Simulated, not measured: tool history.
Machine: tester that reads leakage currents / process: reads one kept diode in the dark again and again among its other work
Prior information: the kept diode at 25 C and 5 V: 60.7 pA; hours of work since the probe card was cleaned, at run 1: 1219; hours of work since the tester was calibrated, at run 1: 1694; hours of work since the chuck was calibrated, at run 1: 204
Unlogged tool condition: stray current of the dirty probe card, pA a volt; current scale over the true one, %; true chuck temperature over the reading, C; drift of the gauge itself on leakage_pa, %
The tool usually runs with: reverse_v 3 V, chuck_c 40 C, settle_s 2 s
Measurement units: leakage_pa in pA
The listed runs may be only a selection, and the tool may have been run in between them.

| run | hour | reverse_v | chuck_c | settle_s | hours of work since the probe card was cleaned | hours of work since the tester was calibrated | hours of work since the chuck was calibrated | leakage_pa |
|---|---|---|---|---|---|---|---|---|
| 1 | 0 | 3 | 40 | 2 | 1219 | 1694 | 204 | 186.89 |
| 2 | 122.4 | 3 | 26 | 2 | 1291 | 1766 | 276 | 57 |
| 3 | 216.2 | 3 | 26 | 2 | 1346 | 1821 | 331 | 57.1 |
| 4 | 318.8 | 3 | 26 | 2 | 1406 | 1882 | 391 | 56.89 |
| 5 | 403.4 | 3 | 40 | 9.2 | 1456 | 1932 | 441 | 186.92 |
| 6 | 467.1 | 3 | 40 | 9.2 | 1494 | 1969 | 479 | 185.35 |
| 7 | 521 | 1.49 | 40 | 9.2 | 1525 | 2001 | 511 | 139.52 |
| 8 | 629.1 | 3 | 40 | 2 | 1589 | 2065 | 574 | 185.37 |
| 9 | 750.2 | 3 | 40 | 2 | 1660 | 2136 | 646 | 185.98 |
| 10 | 837.1 | 3 | 40 | 2 | 1712 | 2187 | 697 | 185.23 |
| 11 | 931.5 | 3 | 40 | 2 | 1767 | 2243 | 752 | 185.78 |
| 12 | 1016 | 3 | 21 | 2 | 1817 | 2292 | 802 | 37.31 |

Estimate the outcome of run 13 from the log above:
|  | 1032.7 | probe card cleaned and baked |
| 13 | 1139.1 | 5.3 | 40 | 3.75 | 63 | 2363 | 873 | ? |

{"run 13": {"leakage_pa": 237.53}}
Take away the tool's hidden state, keep the run-to-run variation as it was, and the same run would have given leakage_pa 232.13 pA.
